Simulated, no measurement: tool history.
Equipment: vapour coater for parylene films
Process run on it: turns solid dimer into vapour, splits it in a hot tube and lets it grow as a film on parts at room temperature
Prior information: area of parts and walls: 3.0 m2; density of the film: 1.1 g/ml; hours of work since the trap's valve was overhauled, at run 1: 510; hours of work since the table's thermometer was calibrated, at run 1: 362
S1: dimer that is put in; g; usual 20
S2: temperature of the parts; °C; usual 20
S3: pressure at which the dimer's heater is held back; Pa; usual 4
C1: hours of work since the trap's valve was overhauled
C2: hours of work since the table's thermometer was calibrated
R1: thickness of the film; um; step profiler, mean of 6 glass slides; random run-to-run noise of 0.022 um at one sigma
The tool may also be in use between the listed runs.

run 1 hour=0 | S1=20 S2=20 S3=4 | C1=510 C2=362 | R1=3.32
-- hour=12.9 trap's valve overhauled
run 2 hour=25.9 | S1=20 S2=20 S3=4 | C1=9 C2=376 | R1=3.62
run 3 hour=46.3 | S1=20 S2=20 S3=4 | C1=22 C2=390 | R1=3.58
run 4 hour=59.4 | S1=20 S2=30 S3=4 | C1=31 C2=398 | R1=2.28
run 5 hour=81.1 | S1=20 S2=30 S3=4 | C1=45 C2=412 | R1=2.27
run 6 hour=109.8 | S1=20 S2=16 S3=4 | C1=64 C2=431 | R1=4.2
run 7 hour=127.9 | S1=20 S2=20 S3=4 | C1=75 C2=443 | R1=3.57
run 8 hour=157.7 | S1=20 S2=20 S3=4 | C1=95 C2=463 | R1=3.5
run 9 hour=173.6 | S1=20 S2=20 S3=4 | C1=105 C2=473 | R1=3.51
run 10 hour=190.4 | S1=20 S2=20 S3=4 | C1=116 C2=484 | R1=3.51
run 11 hour=213.1 | S1=20 S2=20 S3=4 | C1=131 C2=499 | R1=3.54
run 12 hour=240.1 | S1=20 S2=20 S3=4 | C1=149 C2=517 | R1=3.48
run 13 hour=270.1 | S1=20 S2=20 S3=2.71 | C1=169 C2=536 | R1=3.82
run 14 hour=295.7 | S1=20 S2=20 S3=2.71 | C1=185 C2=553 | R1=3.81
run 15 hour=318.8 | S1=20 S2=20 S3=2.71 | C1=201 C2=568 | R1=3.85
run 16 hour=334.7 | S1=20 S2=20 S3=2.71 | C1=211 C2=579 | R1=3.85
run 17 hour=357.5 | S1=20 S2=15 S3=4 | C1=226 C2=594 | R1=4.31
run 18 hour=387.1 | S1=20 S2=20 S3=7.02 | C1=245 C2=613 | R1=3.05
run 19 hour=415.3 | S1=20 S2=20 S3=4 | C1=264 C2=632 | R1=3.46
run 20 hour=438.8 | S1=20 S2=20 S3=7.98 | C1=279 C2=647 | R1=2.97
run 21 hour=459.5 | S1=22 S2=20 S3=3.56 | C1=293 C2=661 | R1=3.91
run 22 hour=482.6 | S1=25 S2=17 S3=3.56 | C1=308 C2=676 | R1=5.02
run 23 hour=497.6 | S1=25 S2=17 S3=3.56 | C1=318 C2=685 | R1=5.12
run 24 hour=519.2 | S1=25 S2=17 S3=3.56 | C1=332 C2=700 | R1=5.02
run 25 hour=547 | S1=17 S2=17 S3=3.48 | C1=350 C2=718 | R1=3.45
run 26 hour=562.3 | S1=32 S2=20 S3=7.76 | C1=360 C2=728 | R1=4.82
run 27 hour=587.8 | S1=29 S2=20 S3=5.53 | C1=377 C2=745 | R1=4.66
run 28 hour=605.4 | S1=20 S2=18 S3=2.85 | C1=388 C2=756 | R1=3.99
run 29 hour=632.8 | S1=20 S2=18 S3=2.85 | C1=406 C2=774 | R1=4.05

For run 30, what comes out?
run 30 hour=651.5 | S1=12 S2=21 S3=4 | C1=419 C2=786 | R1=?

R1: 1.97 um
The same run, on a tool lacking any hidden state, would have yielded R1 2.03 um.
